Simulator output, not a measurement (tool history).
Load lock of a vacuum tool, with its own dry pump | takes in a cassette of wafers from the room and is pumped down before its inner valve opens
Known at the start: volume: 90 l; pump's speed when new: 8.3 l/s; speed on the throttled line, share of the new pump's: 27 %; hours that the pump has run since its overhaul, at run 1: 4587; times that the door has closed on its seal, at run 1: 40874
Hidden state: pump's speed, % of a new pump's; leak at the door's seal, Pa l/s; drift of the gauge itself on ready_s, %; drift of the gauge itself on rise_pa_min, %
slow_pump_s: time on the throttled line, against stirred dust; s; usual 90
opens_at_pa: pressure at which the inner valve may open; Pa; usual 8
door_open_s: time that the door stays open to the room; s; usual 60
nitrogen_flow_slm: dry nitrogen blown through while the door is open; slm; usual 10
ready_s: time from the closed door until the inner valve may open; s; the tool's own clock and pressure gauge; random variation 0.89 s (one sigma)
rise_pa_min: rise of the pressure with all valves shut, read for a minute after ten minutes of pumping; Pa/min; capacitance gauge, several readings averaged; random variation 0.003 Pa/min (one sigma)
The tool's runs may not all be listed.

run,day,slow_pump_s,opens_at_pa,door_open_s,nitrogen_flow_slm,hours that the pump has run since its overhaul,times that the door has closed on its seal,"incoming humidity of the room's air, %",ready_s,rise_pa_min
1,0,90,8,60,10,4587,40874,46.3,169.2,0.029
2,11.404,90,8,60,10,4861,41771,43.1,169.7,0.028
3,27.992,60,8,60,10,5259,43076,47.3,148.4,0.03
4,40.021,90,8,60,10,5548,44021,47.5,168.8,0.03
5,55.229,53,8,60,10,5913,45217,43.6,141.2,0.029
# day 75.05: door's seal changed, seat wiped
6,75.508,160,8,60,10,6398,36,44.5,219.7,0.031
7,86.425,90,14,60,10,6660,894,46.2,161.7,0.031
8,102.658,90,14,60,10,7050,2171,46.4,161.7,0.029
9,113.5,90,14,60,10,7310,3023,43,162.7,0.025
10,129.021,90,14,60,10,7682,4244,43.4,162.2,0.028
11,145.775,90,14,60,10,8084,5561,46.3,161.7,0.026
12,160.879,90,14,60,10,8447,6749,43.8,161.6,0.027
13,170.171,90,14,60,10,8670,7479,44.1,162,0.031
14,192.025,90,8,60,10,9194,9198,47.6,168.4,0.029
15,212.525,90,8,60,10,9687,10810,44,169.8,0.028
16,231.562,49,8,26,10,10143,12307,45.1,139.2,0.022
17,246.983,46,8,67,10,10513,13519,48.1,136,0.03
18,255.95,74,8,42,31,10729,14224,48.5,157.7,0.019
19,272.096,90,8,113,10,11116,15494,47.7,169.4,0.042
20,289.796,90,8,28,10,11541,16886,45.9,167.3,0.018
21,308.188,79,8,102,10,11982,18332,43.7,161.9,0.039
22,324.5,79,8,102,14,12374,19615,46.4,160.5,0.037
23,336.212,79,8,102,14,12655,20535,47.4,161.2,0.04
24,358.467,90,8,60,8,13189,22285,49.5,169.2,0.033
25,369.162,109,7,38,7,13446,23126,45.1,184,0.019
26,383.671,133,8,60,5,13794,24267,46.6,199.4,0.028
27,399.383,133,9,87,5,14171,25503,42.8,200.6,0.038

Run 28 comes next. What will it give?
28,415.912,133,9,87,5,14568,26803,43.9,?,?

{"run 28": {"ready_s": 197.6, "rise_pa_min": 0.039}}
Without the tool's hidden state the same run would have given ready_s 197.6 s, rise_pa_min 0.038 Pa/min.
